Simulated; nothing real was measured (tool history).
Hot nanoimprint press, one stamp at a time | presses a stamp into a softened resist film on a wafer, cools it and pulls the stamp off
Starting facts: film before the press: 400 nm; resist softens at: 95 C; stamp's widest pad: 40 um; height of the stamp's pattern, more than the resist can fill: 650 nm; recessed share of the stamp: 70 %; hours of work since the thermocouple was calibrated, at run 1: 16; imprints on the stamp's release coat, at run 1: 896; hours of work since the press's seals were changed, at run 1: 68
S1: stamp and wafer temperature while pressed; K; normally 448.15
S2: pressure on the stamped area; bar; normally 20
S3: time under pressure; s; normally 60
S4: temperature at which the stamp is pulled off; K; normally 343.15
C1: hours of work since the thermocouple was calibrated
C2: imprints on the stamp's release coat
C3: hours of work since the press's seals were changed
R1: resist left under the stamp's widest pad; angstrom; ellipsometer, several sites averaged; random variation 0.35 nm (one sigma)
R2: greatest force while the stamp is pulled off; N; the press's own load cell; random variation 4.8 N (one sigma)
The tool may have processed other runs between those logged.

Run 1, hour 0: usual settings; C1 16; C2 896; C3 68. Result: R1 2328 angstrom, R2 292 N.
Run 2, hour 15.1: usual settings; C1 25; C2 953; C3 77. Result: R1 2332 angstrom, R2 302 N.
Run 3, hour 24.5: usual settings but S3 102 s; C1 31; C2 989; C3 83. Result: R1 1944 angstrom, R2 306 N.
Run 4, hour 40.1: usual settings; C1 41; C2 1048; C3 93. Result: R1 2333 angstrom, R2 313 N.
Run 5, hour 53.6: usual settings but S1 456.15 K; C1 49; C2 1099; C3 101. Result: R1 1727 angstrom, R2 319 N.
Run 6, hour 72.8: usual settings but S1 456.15 K; C1 61; C2 1172; C3 113. Result: R1 1721 angstrom, R2 312 N.
Run 7, hour 95: usual settings but S1 456.15 K; C1 74; C2 1257; C3 126. Result: R1 1721 angstrom, R2 314 N.
Run 8, hour 105.6: usual settings; C1 81; C2 1297; C3 133. Result: R1 2332 angstrom, R2 323 N.
Run 9, hour 121.7: usual settings; C1 90; C2 1358; C3 142. Result: R1 2324 angstrom, R2 325 N.
Run 10, hour 135.5: usual settings; C1 99; C2 1410; C3 151. Result: R1 2328 angstrom, R2 333 N.
Run 11, hour 154.7: usual settings; C1 110; C2 1483; C3 162. Result: R1 2322 angstrom, R2 345 N.
Run 12, hour 167.6: usual settings; C1 118; C2 1532; C3 170. Result: R1 2323 angstrom, R2 353 N.
Run 13, hour 184.6: usual settings; C1 129; C2 1597; C3 181. Result: R1 2321 angstrom, R2 357 N.
Run 14, hour 205.9: usual settings; C1 142; C2 1678; C3 194. Result: R1 2322 angstrom, R2 361 N.
Run 15, hour 216.9: usual settings but S3 67 s; C1 148; C2 1719; C3 200. Result: R1 2242 angstrom, R2 353 N.
Run 16, hour 229.2: usual settings but S3 67 s; C1 156; C2 1766; C3 208. Result: R1 2243 angstrom, R2 371 N.
At hour 239.3: stamp cleaned and given a new release coat.
Run 17, hour 247.8: usual settings but S3 67 s; C1 164; C2 33; C3 216. Result: R1 2241 angstrom, R2 231 N.
Run 18, hour 257.7: usual settings but S3 67 s; C1 170; C2 70; C3 222. Result: R1 2245 angstrom, R2 237 N.
Run 19, hour 270.7: usual settings but S3 67 s; C1 178; C2 120; C3 230. Result: R1 2236 angstrom, R2 241 N.
Run 20, hour 290.2: usual settings but S2 22.2 bar, S3 48 s; C1 189; C2 194; C3 241. Result: R1 2386 angstrom, R2 257 N.
Run 21, hour 304.5: usual settings but S1 452.15 K, S2 13.1 bar; C1 198; C2 248; C3 250. Result: R1 2365 angstrom, R2 256 N.
Run 22, hour 321: usual settings but S1 452.15 K, S4 336.15 K; C1 208; C2 311; C3 260. Result: R1 2002 angstrom, R2 287 N.
Run 23, hour 330.8: usual settings but S2 15.7 bar, S3 65 s, S4 336.15 K; C1 214; C2 348; C3 266. Result: R1 2464 angstrom, R2 288 N.
Run 24, hour 341.3: usual settings but S2 15.7 bar, S3 65 s, S4 336.15 K; C1 221; C2 388; C3 273. Result: R1 2470 angstrom, R2 307 N.
Run 25, hour 352.8: usual settings but S1 439.15 K, S2 31.8 bar, S3 63 s, S4 344.15 K; C1 228; C2 431; C3 280. Result: R1 2660 angstrom, R2 263 N.
Run 26, hour 362.3: usual settings but S3 32 s, S4 340.15 K; C1 233; C2 467; C3 285. Result: R1 2763 angstrom, R2 290 N.
Run 27, hour 379.2: usual settings but S3 32 s, S4 340.15 K; C1 244; C2 532; C3 296. Result: R1 2771 angstrom, R2 282 N.
Run 28, hour 396.3: usual settings but S3 63 s, S4 336.15 K; C1 254; C2 597; C3 306. Result: R1 2278 angstrom, R2 315 N.
Run 29, hour 408.8: usual settings but S2 14.2 bar; C1 262; C2 644; C3 314. Result: R1 2611 angstrom, R2 276 N.

Below are 3 alternative next runs, each starting from the tool's condition after run 29. Predict each:
Run A, hour 418.8: usual settings but S1 454.15 K, S4 332.15 K; C1 268; C2 682; C3 320. Result: R1 ?, R2 ?.
Run B, hour 418.8: usual settings but S1 440.15 K, S2 14.2 bar, S3 59 s, S4 332.15 K; C1 268; C2 682; C3 320. Result: R1 ?, R2 ?.
Run C, hour 418.8: usual settings but S2 19.8 bar, S4 342.15 K; C1 268; C2 682; C3 320. Result: R1 ?, R2 ?.

run    R1   R2
  A  1843  350
  B  3231  356
  C  2320  296
With no hidden state in the tool, these same runs would have given:
run    R1   R2
  A  1833  293
  B  3230  297
  C  2310  248

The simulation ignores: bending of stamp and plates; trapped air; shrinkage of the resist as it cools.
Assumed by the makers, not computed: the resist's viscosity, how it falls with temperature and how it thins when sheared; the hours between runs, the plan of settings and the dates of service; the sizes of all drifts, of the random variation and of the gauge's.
